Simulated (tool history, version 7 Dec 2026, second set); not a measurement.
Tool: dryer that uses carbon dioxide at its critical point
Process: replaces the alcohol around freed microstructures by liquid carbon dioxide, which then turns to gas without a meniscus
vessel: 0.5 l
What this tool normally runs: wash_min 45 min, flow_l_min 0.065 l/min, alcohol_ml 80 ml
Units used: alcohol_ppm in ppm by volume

run	hour	wash_min	flow_l_min	alcohol_ml	alcohol_ppm
1	0	45	0.065	80	2761
2	5.3	45	0.065	80	2774
3	13.8	45	0.065	80	2702
4	20	45	0.065	80	2684
5	30.9	45	0.065	80	2812
6	38	45	0.065	80	2876
7	49.1	45	0.065	80	2903
8	60.7	45	0.065	80	2893
9	65.7	45	0.065	88	3125
10	77.9	45	0.065	80	2875
11	86.3	45	0.0476	80	8684
12	97.9	45	0.0476	80	8652
13	104.8	45	0.0476	80	8628
14	111.6	45	0.0476	80	8800
15	119.2	45	0.0408	80	13259
16	125.1	54	0.0685	20	280
17	132.6	36	0.065	96	8147
18	143	41	0.065	80	4453
19	154.1	41	0.065	80	4492
20	165.8	34	0.0439	46	12701
21	175.3	34	0.0439	46	12618
22	187.3	45	0.065	22	901
23	199.6	68	0.0714	66	221
24	207.4	68	0.0714	66	240
25	215.4	68	0.0585	107	1097
26	223.2	36	0.0702	116	8132

What does the tool deliver on the next run?
27	235.5	58	0.0537	35	?

{"run 27": {"alcohol_ppm": 1184}}
With the hidden condition absent and the run-to-run variation left alone, this run would have shown alcohol_ppm 656 ppm by volume.
